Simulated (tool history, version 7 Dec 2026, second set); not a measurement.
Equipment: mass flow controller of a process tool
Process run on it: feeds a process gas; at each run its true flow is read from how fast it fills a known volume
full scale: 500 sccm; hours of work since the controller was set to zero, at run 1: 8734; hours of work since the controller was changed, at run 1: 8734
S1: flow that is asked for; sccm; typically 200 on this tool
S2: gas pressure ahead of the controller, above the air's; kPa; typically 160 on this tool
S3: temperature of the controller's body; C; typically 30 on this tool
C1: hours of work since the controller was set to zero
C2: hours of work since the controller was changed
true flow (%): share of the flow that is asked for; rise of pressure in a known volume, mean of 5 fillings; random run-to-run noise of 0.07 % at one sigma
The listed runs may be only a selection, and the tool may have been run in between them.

Run 1, day 0.000: usual settings; C1 8734; C2 8734. Result: true flow (%) 96.44.
At day 5.654: controller's zero set anew.
Run 2, day 19.242: usual settings; C1 206; C2 9026. Result: true flow (%) 95.22.
Run 3, day 32.625: usual settings; C1 410; C2 9229. Result: true flow (%) 95.26.
Run 4, day 54.167: usual settings; C1 737; C2 9557. Result: true flow (%) 95.12.
Run 5, day 74.933: usual settings but S3 25 C; C1 1052; C2 9872. Result: true flow (%) 95.83.
Run 6, day 93.800: usual settings; C1 1339; C2 10159. Result: true flow (%) 95.12.
At day 99.396: controller's zero set anew, once more.
Run 7, day 106.396: usual settings; C1 106; C2 10350. Result: true flow (%) 98.47.
Run 8, day 116.688: usual settings; C1 263; C2 10506. Result: true flow (%) 98.46.
Run 9, day 134.267: usual settings but S2 167 kPa; C1 530; C2 10773. Result: true flow (%) 98.47.
Run 10, day 154.067: usual settings but S2 167 kPa; C1 830; C2 11074. Result: true flow (%) 98.36.
Run 11, day 165.862: usual settings; C1 1010; C2 11253. Result: true flow (%) 98.55.
Run 12, day 188.488: usual settings but S1 52 sccm; C1 1353; C2 11597. Result: true flow (%) 96.48.
Run 13, day 211.950: usual settings but S1 77 sccm; C1 1710; C2 11953. Result: true flow (%) 97.00.
Run 14, day 234.742: usual settings but S1 318 sccm; C1 2056; C2 12299. Result: true flow (%) 99.10.
Run 15, day 247.042: usual settings; C1 2243; C2 12486. Result: true flow (%) 98.18.
Run 16, day 265.792: usual settings; C1 2528; C2 12771. Result: true flow (%) 98.21.
Run 17, day 279.883: usual settings; C1 2742; C2 12985. Result: true flow (%) 98.29.
Run 18, day 302.004: usual settings; C1 3078; C2 13321. Result: true flow (%) 98.17.
Run 19, day 318.521: usual settings; C1 3329; C2 13572. Result: true flow (%) 97.98.
At day 329.388: controller exchanged for a calibrated one.
Run 20, day 339.667: usual settings but S3 27 C; C1 156; C2 156. Result: true flow (%) 98.26.
Run 21, day 350.717: usual settings but S3 27 C; C1 324; C2 324. Result: true flow (%) 98.11.
Run 22, day 365.758: usual settings but S3 27 C; C1 553; C2 553. Result: true flow (%) 98.09.
Run 23, day 388.679: usual settings but S1 250 sccm, S2 151 kPa, S3 31 C; C1 901; C2 901. Result: true flow (%) 97.89.
Run 24, day 409.879: usual settings but S1 320 sccm, S2 231 kPa, S3 21 C; C1 1223; C2 1223. Result: true flow (%) 99.48.
Run 25, day 420.558: usual settings but S1 320 sccm, S2 142 kPa, S3 21 C; C1 1385; C2 1385. Result: true flow (%) 99.51.
Run 26, day 438.762: usual settings but S1 112 sccm, S3 38 C; C1 1661; C2 1661. Result: true flow (%) 95.86.
Run 27, day 453.067: usual settings but S1 206 sccm, S3 38 C; C1 1879; C2 1879. Result: true flow (%) 96.80.
Run 28, day 464.646: usual settings but S1 206 sccm, S3 38 C; C1 2055; C2 2055. Result: true flow (%) 96.71.
Run 29, day 487.521: usual settings but S1 254 sccm, S3 32 C; C1 2402; C2 2402. Result: true flow (%) 97.81.

Run 30, settings as shown, results not yet in. Your forecast:
Run 30, day 508.992: usual settings but S1 254 sccm, S3 32 C; C1 2728; C2 2728. Result: true flow (%) ?.

Run 30 came out at true flow (%) 97.76.
The same run, on a tool lacking any hidden state, would have yielded true flow (%) 97.92.
